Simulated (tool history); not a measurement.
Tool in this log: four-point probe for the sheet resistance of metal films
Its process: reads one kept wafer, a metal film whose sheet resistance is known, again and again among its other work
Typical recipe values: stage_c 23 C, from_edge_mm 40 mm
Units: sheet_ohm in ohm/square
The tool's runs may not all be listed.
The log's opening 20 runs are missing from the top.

| run | hour | stage_c | from_edge_mm | touches since the probe head was changed | hours of work since the stage's thermometer was calibrated | sheet_ohm |
|---|---|---|---|---|---|---|
| 21 | 803.9 | 23 | 7 | 57845 | 1549 | 19.156430 |
| 22 | 856.1 | 23 | 7 | 59732 | 1583 | 19.160631 |
| 23 | 882.7 | 23 | 7 | 60697 | 1600 | 19.159879 |
| 24 | 914.8 | 23 | 7 | 61857 | 1621 | 19.163482 |
| 25 | 948.9 | 34 | 19 | 63091 | 1643 | 18.779554 |
| 26 | 992.9 | 34 | 19 | 64681 | 1672 | 18.772938 |
| 27 | 1018.9 | 23 | 4 | 65622 | 1689 | 19.796036 |
| 28 | 1065.1 | 23 | 5 | 67293 | 1719 | 19.458231 |
| 29 | 1106.4 | 25 | 11 | 68787 | 1746 | 18.946426 |
| 30 | 1149.7 | 18 | 6 | 70350 | 1774 | 19.322554 |
| 31 | 1206.5 | 27 | 10 | 72407 | 1810 | 18.957879 |
| 32 | 1257.7 | 27 | 10 | 74258 | 1844 | 18.956054 |
| 33 | 1297.0 | 28 | 6 | 75677 | 1869 | 19.228554 |
| 34 | 1334.9 | 28 | 6 | 77047 | 1894 | 19.224360 |
|  | 1343.0 | stage's thermometer calibrated |
| 35 | 1383.7 | 35 | 73 | 78795 | 26 | 18.736040 |
| 36 | 1408.2 | 25 | 73 | 79682 | 42 | 18.812584 |
| 37 | 1452.2 | 25 | 45 | 81274 | 71 | 18.820798 |
| 38 | 1504.5 | 22 | 6 | 83165 | 105 | 19.283884 |
| 39 | 1560.1 | 29 | 9 | 85175 | 141 | 18.977940 |
| 40 | 1586.4 | 29 | 9 | 86124 | 158 | 18.977515 |
| 41 | 1632.6 | 20 | 3 | 87795 | 188 | 20.498921 |
| 42 | 1684.2 | 23 | 4 | 89664 | 221 | 19.796663 |
| 43 | 1709.9 | 20 | 27 | 90592 | 238 | 18.877857 |
| 44 | 1765.4 | 23 | 5 | 92599 | 274 | 19.465625 |

Consider 3 possible next runs. They are alternatives, not a sequence: every one starts from the tool as it was left by run 44. What does each give?
| A | 1808.0 | 25 | 9 | 94141 | 302 | ? |
| B | 1808.0 | 20 | 10 | 94141 | 302 | ? |
| C | 1808.0 | 23 | 3 | 94141 | 302 | ? |

| run | sheet_ohm |
|---|---|
| A | 19.010917 |
| B | 19.024144 |
| C | 20.475643 |
Take away the tool's hidden state, keep each run's random variation, and the runs would have read:
| run | sheet_ohm |
|---|---|
| A | 19.009508 |
| B | 19.022732 |
| C | 20.474134 |
